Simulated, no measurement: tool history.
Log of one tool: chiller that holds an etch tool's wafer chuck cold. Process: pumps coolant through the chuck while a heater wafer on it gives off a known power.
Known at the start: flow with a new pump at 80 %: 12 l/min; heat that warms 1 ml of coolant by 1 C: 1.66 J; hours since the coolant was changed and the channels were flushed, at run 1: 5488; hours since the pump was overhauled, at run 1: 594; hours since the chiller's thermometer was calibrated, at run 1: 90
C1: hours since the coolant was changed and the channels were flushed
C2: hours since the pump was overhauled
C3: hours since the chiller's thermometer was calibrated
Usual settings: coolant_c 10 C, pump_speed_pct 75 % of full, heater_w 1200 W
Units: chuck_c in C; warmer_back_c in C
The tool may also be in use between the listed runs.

{"run": 1, "day": 0.0, "coolant_c": 10, "pump_speed_pct": 75, "heater_w": 1200, "C1": 5488, "C2": 594, "C3": 90, "chuck_c": 22.0, "warmer_back_c": 3.83}
{"run": 2, "day": 3.55, "coolant_c": 10, "pump_speed_pct": 75, "heater_w": 1200, "C1": 5574, "C2": 679, "C3": 175, "chuck_c": 21.8, "warmer_back_c": 3.89}
{"run": 3, "day": 7.408, "coolant_c": 10, "pump_speed_pct": 75, "heater_w": 1200, "C1": 5666, "C2": 772, "C3": 268, "chuck_c": 21.8, "warmer_back_c": 3.91}
{"run": 4, "day": 9.021, "coolant_c": 10, "pump_speed_pct": 75, "heater_w": 1200, "C1": 5705, "C2": 811, "C3": 307, "chuck_c": 21.9, "warmer_back_c": 3.85}
{"run": 5, "day": 12.217, "coolant_c": 10, "pump_speed_pct": 75, "heater_w": 1200, "C1": 5782, "C2": 887, "C3": 383, "chuck_c": 21.8, "warmer_back_c": 3.88}
{"run": 6, "day": 14.65, "coolant_c": 10, "pump_speed_pct": 75, "heater_w": 1200, "C1": 5840, "C2": 946, "C3": 442, "chuck_c": 21.7, "warmer_back_c": 3.89}
{"run": 7, "day": 16.329, "coolant_c": 10, "pump_speed_pct": 75, "heater_w": 1200, "C1": 5880, "C2": 986, "C3": 482, "chuck_c": 21.9, "warmer_back_c": 3.84}
{"run": 8, "day": 19.542, "coolant_c": 10, "pump_speed_pct": 75, "heater_w": 1200, "C1": 5957, "C2": 1063, "C3": 559, "chuck_c": 21.9, "warmer_back_c": 3.84}
{"run": 9, "day": 23.225, "coolant_c": 10, "pump_speed_pct": 75, "heater_w": 1200, "C1": 6046, "C2": 1152, "C3": 647, "chuck_c": 21.7, "warmer_back_c": 3.82}
{"run": 10, "day": 27.183, "coolant_c": 2, "pump_speed_pct": 75, "heater_w": 1200, "C1": 6141, "C2": 1247, "C3": 743, "chuck_c": 14.0, "warmer_back_c": 3.84}
{"run": 11, "day": 30.162, "coolant_c": 2, "pump_speed_pct": 75, "heater_w": 1200, "C1": 6212, "C2": 1318, "C3": 814, "chuck_c": 13.8, "warmer_back_c": 3.87}
{"run": 12, "day": 32.412, "coolant_c": 10, "pump_speed_pct": 75, "heater_w": 1037, "C1": 6266, "C2": 1372, "C3": 868, "chuck_c": 20.3, "warmer_back_c": 3.33}
{"run": 13, "day": 35.417, "coolant_c": 10, "pump_speed_pct": 75, "heater_w": 1037, "C1": 6338, "C2": 1444, "C3": 940, "chuck_c": 20.0, "warmer_back_c": 3.36}
{"run": 14, "day": 38.604, "coolant_c": 10, "pump_speed_pct": 75, "heater_w": 1200, "C1": 6415, "C2": 1521, "C3": 1017, "chuck_c": 21.9, "warmer_back_c": 3.86}
{"run": 15, "day": 42.217, "coolant_c": 10, "pump_speed_pct": 75, "heater_w": 1200, "C1": 6501, "C2": 1607, "C3": 1103, "chuck_c": 21.8, "warmer_back_c": 3.8}
{"run": 16, "day": 44.575, "coolant_c": 2, "pump_speed_pct": 75, "heater_w": 1200, "C1": 6558, "C2": 1664, "C3": 1160, "chuck_c": 13.5, "warmer_back_c": 3.93}
{"run": 17, "day": 47.888, "coolant_c": 10, "pump_speed_pct": 84, "heater_w": 1580, "C1": 6638, "C2": 1744, "C3": 1239, "chuck_c": 24.4, "warmer_back_c": 4.47}
{"run": 18, "day": 51.771, "coolant_c": 18, "pump_speed_pct": 78, "heater_w": 696, "C1": 6731, "C2": 1837, "C3": 1333, "chuck_c": 24.6, "warmer_back_c": 2.15}
{"run": 19, "day": 55.233, "coolant_c": 18, "pump_speed_pct": 78, "heater_w": 696, "C1": 6814, "C2": 1920, "C3": 1416, "chuck_c": 24.8, "warmer_back_c": 2.13}
{"run": 20, "day": 57.567, "coolant_c": 18, "pump_speed_pct": 94, "heater_w": 735, "C1": 6870, "C2": 1976, "C3": 1472, "chuck_c": 24.0, "warmer_back_c": 1.88}
{"run": 21, "day": 59.388, "coolant_c": 10, "pump_speed_pct": 91, "heater_w": 1200, "C1": 6914, "C2": 2019, "C3": 1515, "chuck_c": 20.3, "warmer_back_c": 3.18}
{"run": 22, "day": 63.329, "coolant_c": 10, "pump_speed_pct": 91, "heater_w": 1200, "C1": 7008, "C2": 2114, "C3": 1610, "chuck_c": 20.3, "warmer_back_c": 3.15}
{"run": 23, "day": 65.596, "coolant_c": 18, "pump_speed_pct": 92, "heater_w": 1291, "C1": 7063, "C2": 2169, "C3": 1664, "chuck_c": 29.0, "warmer_back_c": 3.4}
{"run": 24, "day": 67.742, "coolant_c": 18, "pump_speed_pct": 92, "heater_w": 1291, "C1": 7114, "C2": 2220, "C3": 1716, "chuck_c": 28.9, "warmer_back_c": 3.38}
{"run": 25, "day": 70.954, "coolant_c": 18, "pump_speed_pct": 92, "heater_w": 1291, "C1": 7191, "C2": 2297, "C3": 1793, "chuck_c": 29.0, "warmer_back_c": 3.36}
{"run": 26, "day": 73.375, "coolant_c": 18, "pump_speed_pct": 92, "heater_w": 1291, "C1": 7249, "C2": 2355, "C3": 1851, "chuck_c": 29.0, "warmer_back_c": 3.36}
{"run": 27, "day": 75.683, "coolant_c": 18, "pump_speed_pct": 92, "heater_w": 1291, "C1": 7305, "C2": 2411, "C3": 1907, "chuck_c": 29.0, "warmer_back_c": 3.32}
{"run": 28, "day": 77.771, "coolant_c": 14, "pump_speed_pct": 93, "heater_w": 1291, "C1": 7355, "C2": 2461, "C3": 1957, "chuck_c": 25.0, "warmer_back_c": 3.29}
{"day": 78.296, "done": "coolant changed, channels flushed"}
{"run": 29, "day": 80.042, "coolant_c": 4, "pump_speed_pct": 75, "heater_w": 842, "C1": 42, "C2": 2509, "C3": 2005, "chuck_c": 12.5, "warmer_back_c": 2.71}
{"run": 30, "day": 83.517, "coolant_c": 4, "pump_speed_pct": 75, "heater_w": 1151, "C1": 125, "C2": 2593, "C3": 2088, "chuck_c": 15.5, "warmer_back_c": 3.73}
{"run": 31, "day": 87.133, "coolant_c": 4, "pump_speed_pct": 75, "heater_w": 1151, "C1": 212, "C2": 2679, "C3": 2175, "chuck_c": 15.3, "warmer_back_c": 3.7}
{"run": 32, "day": 90.983, "coolant_c": 7, "pump_speed_pct": 75, "heater_w": 1151, "C1": 304, "C2": 2772, "C3": 2268, "chuck_c": 18.4, "warmer_back_c": 3.68}

Forecast each of these 4 alternatives for the next run:
{"run": "A", "day": 94.825, "coolant_c": 7, "pump_speed_pct": 64, "heater_w": 1569, "C1": 397, "C2": 2864, "C3": 2360, "chuck_c": "?", "warmer_back_c": "?"}
{"run": "B", "day": 94.825, "coolant_c": 14, "pump_speed_pct": 75, "heater_w": 791, "C1": 397, "C2": 2864, "C3": 2360, "chuck_c": "?", "warmer_back_c": "?"}
{"run": "C", "day": 94.825, "coolant_c": 20, "pump_speed_pct": 75, "heater_w": 1355, "C1": 397, "C2": 2864, "C3": 2360, "chuck_c": "?", "warmer_back_c": "?"}
{"run": "D", "day": 94.825, "coolant_c": 6, "pump_speed_pct": 64, "heater_w": 1200, "C1": 397, "C2": 2864, "C3": 2360, "chuck_c": "?", "warmer_back_c": "?"}

run=A chuck_c=24.3 warmer_back_c=6.00
run=B chuck_c=21.8 warmer_back_c=2.56
run=C chuck_c=33.3 warmer_back_c=4.36
run=D chuck_c=19.3 warmer_back_c=4.57
Without the tool's hidden state the same runs would have given:
run=A chuck_c=24.3 warmer_back_c=6.00
run=B chuck_c=21.8 warmer_back_c=2.55
run=C chuck_c=33.3 warmer_back_c=4.36
run=D chuck_c=19.3 warmer_back_c=4.57

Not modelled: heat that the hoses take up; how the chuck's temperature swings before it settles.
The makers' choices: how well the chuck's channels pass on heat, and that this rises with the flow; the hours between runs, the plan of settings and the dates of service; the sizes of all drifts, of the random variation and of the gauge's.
